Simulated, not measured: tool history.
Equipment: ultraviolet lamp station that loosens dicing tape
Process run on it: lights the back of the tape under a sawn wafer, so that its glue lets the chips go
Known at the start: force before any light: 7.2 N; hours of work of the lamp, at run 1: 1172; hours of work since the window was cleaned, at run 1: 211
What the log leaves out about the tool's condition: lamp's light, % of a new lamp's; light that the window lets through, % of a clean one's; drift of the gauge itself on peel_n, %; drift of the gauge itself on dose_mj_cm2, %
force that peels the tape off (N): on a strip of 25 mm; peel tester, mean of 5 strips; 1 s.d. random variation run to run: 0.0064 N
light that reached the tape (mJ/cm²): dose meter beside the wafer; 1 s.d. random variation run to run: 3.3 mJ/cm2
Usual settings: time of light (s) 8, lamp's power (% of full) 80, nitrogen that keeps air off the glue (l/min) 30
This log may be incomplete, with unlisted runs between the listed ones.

run,day,time of light (s),lamp's power (% of full),nitrogen that keeps air off the glue (l/min),hours of work of the lamp,hours of work since the window was cleaned,force that peels the tape off (N),light that reached the tape (mJ/cm²)
1,0,8,80,30,1172,211,0.317,387
2,1.221,8,80,30,1192,232,0.336,386
3,3.621,8,80,30,1232,271,0.333,380
4,5.375,8,64,30,1260,300,0.548,306
5,7.667,8,64,30,1298,337,0.58,298
6,8.862,8,64,30,1318,357,0.577,299
7,11.096,8,80,30,1354,394,0.366,368
# day 12.204: lamp changed
8,13.717,8,80,30,25,436,0.224,481
9,15.608,8,80,30,56,467,0.213,481
10,17.688,8,98,30,90,501,0.165,578
11,19.404,8,98,30,118,530,0.179,568
12,20.896,4,81,13,143,554,1.435,232
# day 21.946: window cleaned of glue's vapour
13,23.762,7,70,33,190,30,0.335,371
14,25.342,8,64,36,216,56,0.298,386
15,27.062,5,64,39,244,84,0.768,234
16,29.412,6,79,10,282,123,0.852,353
17,32,8,81,10,325,165,0.488,465
18,33.404,10,97,11,348,188,0.201,702
19,34.588,10,97,11,367,208,0.207,695

Measured less the same run without the tool's hidden state. The same run-to-run variation is in both; the gauge's scatter may not be:
run,force that peels the tape off (N),light that reached the tape (mJ/cm²)
1,+0.124,-126
2,+0.134,-127
3,+0.139,-133
4,+0.266,-111
5,+0.289,-113
6,+0.287,-116
7,+0.172,-149
8,+0.019,-30
9,+0.022,-34
10,+0.011,-48
11,+0.012,-53
12,+0.201,-23
13,+0.041,-25
14,+0.039,-28
15,+0.114,-20
16,+0.139,-33
17,+0.096,-51
18,+0.028,-82
19,+0.029,-85

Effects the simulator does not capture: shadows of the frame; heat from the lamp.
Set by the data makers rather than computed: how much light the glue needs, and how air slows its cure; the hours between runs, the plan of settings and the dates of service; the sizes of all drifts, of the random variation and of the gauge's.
